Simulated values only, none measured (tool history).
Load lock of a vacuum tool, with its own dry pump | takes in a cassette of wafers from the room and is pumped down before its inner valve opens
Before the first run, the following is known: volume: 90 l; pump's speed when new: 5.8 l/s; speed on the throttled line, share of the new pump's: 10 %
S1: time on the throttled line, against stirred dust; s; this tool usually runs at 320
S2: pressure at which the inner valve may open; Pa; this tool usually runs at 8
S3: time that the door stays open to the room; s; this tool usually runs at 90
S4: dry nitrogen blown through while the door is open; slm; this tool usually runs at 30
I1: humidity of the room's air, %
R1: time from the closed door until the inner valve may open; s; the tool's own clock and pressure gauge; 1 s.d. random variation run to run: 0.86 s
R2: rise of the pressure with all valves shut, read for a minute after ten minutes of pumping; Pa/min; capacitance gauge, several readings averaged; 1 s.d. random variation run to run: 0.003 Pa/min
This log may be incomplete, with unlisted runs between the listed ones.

{"run": 1, "day": 0.0, "S1": 320, "S2": 8, "S3": 90, "S4": 30, "I1": 45.6, "R1": 448.0, "R2": 0.042}
{"run": 2, "day": 8.712, "S1": 320, "S2": 7, "S3": 90, "S4": 30, "I1": 43.8, "R1": 451.6, "R2": 0.045}
{"run": 3, "day": 14.592, "S1": 320, "S2": 7, "S3": 90, "S4": 30, "I1": 45.3, "R1": 450.9, "R2": 0.043}
{"run": 4, "day": 21.95, "S1": 293, "S2": 8, "S3": 90, "S4": 30, "I1": 47.6, "R1": 425.0, "R2": 0.045}
{"run": 5, "day": 27.312, "S1": 293, "S2": 8, "S3": 90, "S4": 30, "I1": 46.7, "R1": 426.0, "R2": 0.041}
{"run": 6, "day": 33.733, "S1": 320, "S2": 8, "S3": 90, "S4": 30, "I1": 44.9, "R1": 449.4, "R2": 0.049}
{"run": 7, "day": 37.929, "S1": 320, "S2": 8, "S3": 90, "S4": 30, "I1": 46.0, "R1": 448.6, "R2": 0.045}
{"run": 8, "day": 47.729, "S1": 320, "S2": 8, "S3": 90, "S4": 30, "I1": 47.6, "R1": 448.6, "R2": 0.044}
{"day": 48.788, "done": "dry pump taken out, an overhauled one fitted"}
{"run": 9, "day": 52.292, "S1": 540, "S2": 7, "S3": 90, "S4": 30, "I1": 46.1, "R1": 634.5, "R2": 0.043}
{"run": 10, "day": 56.55, "S1": 320, "S2": 8, "S3": 90, "S4": 15, "I1": 43.8, "R1": 434.3, "R2": 0.055}
{"run": 11, "day": 62.912, "S1": 346, "S2": 7, "S3": 36, "S4": 6, "I1": 41.9, "R1": 457.5, "R2": 0.057}
{"run": 12, "day": 69.654, "S1": 320, "S2": 9, "S3": 90, "S4": 10, "I1": 43.3, "R1": 432.1, "R2": 0.061}
{"run": 13, "day": 75.404, "S1": 270, "S2": 16, "S3": 50, "S4": 10, "I1": 45.6, "R1": 377.7, "R2": 0.061}
{"run": 14, "day": 81.858, "S1": 270, "S2": 16, "S3": 50, "S4": 10, "I1": 44.3, "R1": 380.2, "R2": 0.061}

What will run 15 give?
{"run": 15, "day": 89.717, "S1": 270, "S2": 16, "S3": 68, "S4": 10, "I1": 44.9, "R1": "?", "R2": "?"}

R1: 378.3 s
R2: 0.057 Pa/min
Minus the tool's unlogged condition, the same run would have read R1 378.5 s, R2 0.020 Pa/min.
